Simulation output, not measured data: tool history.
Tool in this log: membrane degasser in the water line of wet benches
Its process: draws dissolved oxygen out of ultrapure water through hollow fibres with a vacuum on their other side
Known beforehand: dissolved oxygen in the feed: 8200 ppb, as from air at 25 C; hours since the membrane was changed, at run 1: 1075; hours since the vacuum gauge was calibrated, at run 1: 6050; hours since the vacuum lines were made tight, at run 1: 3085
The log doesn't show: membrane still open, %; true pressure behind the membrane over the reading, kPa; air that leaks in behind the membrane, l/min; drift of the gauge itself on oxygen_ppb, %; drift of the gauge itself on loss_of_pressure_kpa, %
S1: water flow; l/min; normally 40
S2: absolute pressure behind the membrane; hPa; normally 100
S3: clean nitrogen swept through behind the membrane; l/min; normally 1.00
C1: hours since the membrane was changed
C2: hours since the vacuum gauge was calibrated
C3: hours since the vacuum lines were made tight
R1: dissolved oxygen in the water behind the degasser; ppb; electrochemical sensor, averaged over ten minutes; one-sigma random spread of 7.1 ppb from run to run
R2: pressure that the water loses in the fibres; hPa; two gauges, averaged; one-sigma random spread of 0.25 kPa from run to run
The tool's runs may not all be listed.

{"run": 1, "hour": 0.0, "S1": 40, "S2": 100, "S3": 1.0, "C1": 1075, "C2": 6050, "C3": 3085, "R1": 716.0, "R2": 691.2}
{"run": 2, "hour": 46.4, "S1": 40, "S2": 100, "S3": 0.89, "C1": 1121, "C2": 6097, "C3": 3131, "R1": 775.4, "R2": 689.9}
{"run": 3, "hour": 70.6, "S1": 40, "S2": 100, "S3": 0.89, "C1": 1145, "C2": 6121, "C3": 3155, "R1": 781.6, "R2": 687.9}
{"run": 4, "hour": 114.3, "S1": 40, "S2": 100, "S3": 1.0, "C1": 1189, "C2": 6165, "C3": 3199, "R1": 726.8, "R2": 687.6}
{"run": 5, "hour": 142.8, "S1": 40, "S2": 100, "S3": 1.0, "C1": 1217, "C2": 6193, "C3": 3228, "R1": 726.4, "R2": 688.3}
{"run": 6, "hour": 195.7, "S1": 31, "S2": 100, "S3": 1.0, "C1": 1270, "C2": 6246, "C3": 3280, "R1": 583.8, "R2": 536.6}
{"run": 7, "hour": 219.5, "S1": 44, "S2": 100, "S3": 1.0, "C1": 1294, "C2": 6270, "C3": 3304, "R1": 786.6, "R2": 755.6}
{"run": 8, "hour": 275.6, "S1": 40, "S2": 100, "S3": 1.65, "C1": 1350, "C2": 6326, "C3": 3360, "R1": 565.2, "R2": 691.1}
{"run": 9, "hour": 319.0, "S1": 40, "S2": 100, "S3": 1.65, "C1": 1394, "C2": 6369, "C3": 3404, "R1": 552.6, "R2": 697.1}
{"run": 10, "hour": 347.1, "S1": 40, "S2": 100, "S3": 1.65, "C1": 1422, "C2": 6397, "C3": 3432, "R1": 568.7, "R2": 693.1}
{"run": 11, "hour": 379.9, "S1": 40, "S2": 100, "S3": 1.45, "C1": 1455, "C2": 6430, "C3": 3465, "R1": 605.1, "R2": 689.6}
{"run": 12, "hour": 430.2, "S1": 40, "S2": 100, "S3": 1.45, "C1": 1505, "C2": 6480, "C3": 3515, "R1": 602.2, "R2": 686.3}
{"run": 13, "hour": 454.9, "S1": 40, "S2": 100, "S3": 1.45, "C1": 1530, "C2": 6505, "C3": 3540, "R1": 601.6, "R2": 698.4}
{"run": 14, "hour": 499.9, "S1": 40, "S2": 100, "S3": 1.45, "C1": 1575, "C2": 6550, "C3": 3585, "R1": 609.4, "R2": 692.8}
{"run": 15, "hour": 536.0, "S1": 40, "S2": 100, "S3": 1.45, "C1": 1611, "C2": 6586, "C3": 3621, "R1": 601.1, "R2": 695.1}
{"run": 16, "hour": 581.6, "S1": 40, "S2": 100, "S3": 1.45, "C1": 1656, "C2": 6632, "C3": 3666, "R1": 592.2, "R2": 691.3}
{"run": 17, "hour": 615.0, "S1": 40, "S2": 100, "S3": 1.45, "C1": 1690, "C2": 6665, "C3": 3700, "R1": 592.5, "R2": 692.1}
{"run": 18, "hour": 652.8, "S1": 27, "S2": 75, "S3": 1.25, "C1": 1728, "C2": 6703, "C3": 3738, "R1": 334.9, "R2": 466.5}
{"run": 19, "hour": 705.4, "S1": 27, "S2": 128, "S3": 1.25, "C1": 1780, "C2": 6756, "C3": 3790, "R1": 572.9, "R2": 467.4}
{"run": 20, "hour": 761.5, "S1": 43, "S2": 72, "S3": 1.85, "C1": 1836, "C2": 6812, "C3": 3846, "R1": 435.8, "R2": 742.1}
{"run": 21, "hour": 807.7, "S1": 40, "S2": 73, "S3": 0.48, "C1": 1882, "C2": 6858, "C3": 3892, "R1": 759.1, "R2": 695.9}
{"run": 22, "hour": 855.5, "S1": 41, "S2": 241, "S3": 1.7, "C1": 1930, "C2": 6906, "C3": 3940, "R1": 1174.5, "R2": 711.9}
{"run": 23, "hour": 904.6, "S1": 29, "S2": 165, "S3": 2.6, "C1": 1979, "C2": 6955, "C3": 3989, "R1": 482.3, "R2": 501.1}
{"run": 24, "hour": 939.7, "S1": 26, "S2": 144, "S3": 0.44, "C1": 2014, "C2": 6990, "C3": 4024, "R1": 1212.0, "R2": 451.5}
{"run": 25, "hour": 969.0, "S1": 26, "S2": 85, "S3": 1.94, "C1": 2044, "C2": 7019, "C3": 4054, "R1": 288.5, "R2": 449.1}
{"run": 26, "hour": 1004.5, "S1": 48, "S2": 120, "S3": 1.91, "C1": 2079, "C2": 7055, "C3": 4089, "R1": 724.8, "R2": 832.2}
{"run": 27, "hour": 1046.2, "S1": 30, "S2": 109, "S3": 0.42, "C1": 2121, "C2": 7097, "C3": 4131, "R1": 1054.0, "R2": 522.3}
{"run": 28, "hour": 1087.4, "S1": 59, "S2": 198, "S3": 1.72, "C1": 2162, "C2": 7138, "C3": 4172, "R1": 1318.6, "R2": 1026.1}
{"run": 29, "hour": 1137.1, "S1": 60, "S2": 198, "S3": 1.72, "C1": 2212, "C2": 7187, "C3": 4222, "R1": 1361.4, "R2": 1048.1}
{"run": 30, "hour": 1172.1, "S1": 26, "S2": 226, "S3": 1.0, "C1": 2247, "C2": 7222, "C3": 4257, "R1": 1076.6, "R2": 453.1}
{"run": 31, "hour": 1219.5, "S1": 41, "S2": 226, "S3": 0.46, "C1": 2294, "C2": 7270, "C3": 4304, "R1": 2354.3, "R2": 716.3}
{"run": 32, "hour": 1265.4, "S1": 57, "S2": 74, "S3": 2.47, "C1": 2340, "C2": 7316, "C3": 4350, "R1": 538.3, "R2": 992.3}

For each run, the measured value with the value that run would have given without the tool's hidden condition subtracted. The run-to-run variation is shared by both, the gauge scatter possibly not:
run=1 R1=+16.2 R2=+4.4
run=2 R1=+17.4 R2=+4.6
run=3 R1=+17.8 R2=+4.7
run=4 R1=+17.1 R2=+4.8
run=5 R1=+17.2 R2=+5.0
run=6 R1=+15.2 R2=+4.0
run=7 R1=+18.7 R2=+5.7
run=8 R1=+15.0 R2=+5.5
run=9 R1=+15.0 R2=+5.7
run=10 R1=+15.6 R2=+5.7
run=11 R1=+16.5 R2=+5.9
run=12 R1=+16.7 R2=+6.1
run=13 R1=+16.8 R2=+6.3
run=14 R1=+17.3 R2=+6.4
run=15 R1=+17.3 R2=+6.6
run=16 R1=+17.3 R2=+6.7
run=17 R1=+17.5 R2=+6.8
run=18 R1=+14.4 R2=+4.7
run=19 R1=+15.4 R2=+4.9
run=20 R1=+17.8 R2=+8.0
run=21 R1=+28.4 R2=+7.6
run=22 R1=+18.3 R2=+8.1
run=23 R1=+13.4 R2=+5.8
run=24 R1=+19.5 R2=+5.3
run=25 R1=+12.8 R2=+5.3
run=26 R1=+20.7 R2=+10.0
run=27 R1=+23.6 R2=+6.4
run=28 R1=+22.5 R2=+12.8
run=29 R1=+23.4 R2=+13.4
run=30 R1=+19.1 R2=+5.9
run=31 R1=+16.8 R2=+9.5
run=32 R1=+23.3 R2=+13.4
